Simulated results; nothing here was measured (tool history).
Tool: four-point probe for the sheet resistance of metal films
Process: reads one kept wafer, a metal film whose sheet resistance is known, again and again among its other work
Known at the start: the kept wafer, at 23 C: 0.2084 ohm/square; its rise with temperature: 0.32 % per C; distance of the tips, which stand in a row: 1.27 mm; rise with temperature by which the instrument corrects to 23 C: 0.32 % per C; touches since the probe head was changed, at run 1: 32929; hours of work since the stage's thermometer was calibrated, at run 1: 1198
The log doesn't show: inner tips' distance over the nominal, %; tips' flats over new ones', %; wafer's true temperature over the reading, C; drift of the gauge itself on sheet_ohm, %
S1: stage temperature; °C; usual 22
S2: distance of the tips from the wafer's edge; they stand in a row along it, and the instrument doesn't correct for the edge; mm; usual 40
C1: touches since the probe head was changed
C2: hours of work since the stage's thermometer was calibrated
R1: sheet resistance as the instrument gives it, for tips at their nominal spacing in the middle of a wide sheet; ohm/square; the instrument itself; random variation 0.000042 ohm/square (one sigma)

{"run": 1, "hour": 0.0, "S1": 22, "S2": 40, "C1": 32929, "C2": 1198, "R1": 0.209328}
{"run": 2, "hour": 16.6, "S1": 22, "S2": 40, "C1": 33630, "C2": 1210, "R1": 0.209296}
{"run": 3, "hour": 29.2, "S1": 22, "S2": 40, "C1": 34164, "C2": 1219, "R1": 0.209347}
{"run": 4, "hour": 47.0, "S1": 22, "S2": 36, "C1": 34915, "C2": 1231, "R1": 0.209293}
{"run": 5, "hour": 56.0, "S1": 22, "S2": 40, "C1": 35294, "C2": 1238, "R1": 0.209313}
{"run": 6, "hour": 64.7, "S1": 22, "S2": 40, "C1": 35660, "C2": 1244, "R1": 0.209322}
{"run": 7, "hour": 82.7, "S1": 22, "S2": 40, "C1": 36421, "C2": 1256, "R1": 0.20932}
{"run": 8, "hour": 93.7, "S1": 22, "S2": 40, "C1": 36884, "C2": 1264, "R1": 0.209339}
{"run": 9, "hour": 110.7, "S1": 23, "S2": 40, "C1": 37601, "C2": 1276, "R1": 0.209304}
{"run": 10, "hour": 131.4, "S1": 19, "S2": 40, "C1": 38477, "C2": 1290, "R1": 0.209331}
{"run": 11, "hour": 145.2, "S1": 19, "S2": 40, "C1": 39060, "C2": 1300, "R1": 0.209387}
{"run": 12, "hour": 160.5, "S1": 22, "S2": 5, "C1": 39708, "C2": 1311, "R1": 0.216401}
{"run": 13, "hour": 173.7, "S1": 30, "S2": 40, "C1": 40262, "C2": 1320, "R1": 0.20951}
{"run": 14, "hour": 189.7, "S1": 30, "S2": 30, "C1": 40940, "C2": 1331, "R1": 0.209588}
{"run": 15, "hour": 209.6, "S1": 22, "S2": 40, "C1": 41779, "C2": 1345, "R1": 0.209472}
{"run": 16, "hour": 222.2, "S1": 22, "S2": 40, "C1": 42311, "C2": 1354, "R1": 0.209448}
{"run": 17, "hour": 241.4, "S1": 22, "S2": 40, "C1": 43122, "C2": 1368, "R1": 0.209449}
{"run": 18, "hour": 254.8, "S1": 22, "S2": 40, "C1": 43688, "C2": 1377, "R1": 0.209514}
{"run": 19, "hour": 267.9, "S1": 22, "S2": 40, "C1": 44243, "C2": 1386, "R1": 0.209447}
{"run": 20, "hour": 281.2, "S1": 22, "S2": 40, "C1": 44802, "C2": 1395, "R1": 0.209485}
{"run": 21, "hour": 293.8, "S1": 22, "S2": 40, "C1": 45336, "C2": 1404, "R1": 0.209499}
{"run": 22, "hour": 310.4, "S1": 22, "S2": 40, "C1": 46037, "C2": 1416, "R1": 0.209543}
{"run": 23, "hour": 324.4, "S1": 26, "S2": 5, "C1": 46625, "C2": 1426, "R1": 0.216432}
{"run": 24, "hour": 345.1, "S1": 26, "S2": 5, "C1": 47501, "C2": 1440, "R1": 0.216409}
{"run": 25, "hour": 356.6, "S1": 26, "S2": 5, "C1": 47985, "C2": 1448, "R1": 0.216485}
{"run": 26, "hour": 371.0, "S1": 19, "S2": 68, "C1": 48592, "C2": 1458, "R1": 0.209423}
{"run": 27, "hour": 383.9, "S1": 19, "S2": 68, "C1": 49141, "C2": 1467, "R1": 0.209441}
{"run": 28, "hour": 401.2, "S1": 19, "S2": 68, "C1": 49870, "C2": 1480, "R1": 0.20944}
{"run": 29, "hour": 421.5, "S1": 24, "S2": 15, "C1": 50725, "C2": 1494, "R1": 0.210261}
{"run": 30, "hour": 430.5, "S1": 21, "S2": 3, "C1": 51106, "C2": 1500, "R1": 0.227641}
{"run": 31, "hour": 449.1, "S1": 22, "S2": 6, "C1": 51894, "C2": 1513, "R1": 0.214374}
{"run": 32, "hour": 468.8, "S1": 22, "S2": 6, "C1": 52723, "C2": 1527, "R1": 0.214466}
{"run": 33, "hour": 487.5, "S1": 22, "S2": 6, "C1": 53515, "C2": 1540, "R1": 0.214452}
{"run": 34, "hour": 497.2, "S1": 20, "S2": 5, "C1": 53922, "C2": 1547, "R1": 0.21653}
{"hour": 506.4, "done": "stage's thermometer calibrated"}
{"run": 35, "hour": 510.2, "S1": 27, "S2": 40, "C1": 54449, "C2": 3, "R1": 0.209484}
{"run": 36, "hour": 521.2, "S1": 27, "S2": 40, "C1": 54917, "C2": 10, "R1": 0.209525}
{"run": 37, "hour": 538.2, "S1": 22, "S2": 25, "C1": 55633, "C2": 22, "R1": 0.20962}
{"run": 38, "hour": 551.8, "S1": 30, "S2": 66, "C1": 56206, "C2": 32, "R1": 0.209509}
{"run": 39, "hour": 561.1, "S1": 20, "S2": 20, "C1": 56599, "C2": 38, "R1": 0.209811}
{"run": 40, "hour": 570.5, "S1": 20, "S2": 20, "C1": 56995, "C2": 45, "R1": 0.209847}

Forecast run 41:
{"run": 41, "hour": 582.1, "S1": 26, "S2": 17, "C1": 57485, "C2": 53, "R1": "?"}

{"run 41": {"R1": 0.210095}}
Without the tool's hidden state the same run would have given R1 0.209096 ohm/square.

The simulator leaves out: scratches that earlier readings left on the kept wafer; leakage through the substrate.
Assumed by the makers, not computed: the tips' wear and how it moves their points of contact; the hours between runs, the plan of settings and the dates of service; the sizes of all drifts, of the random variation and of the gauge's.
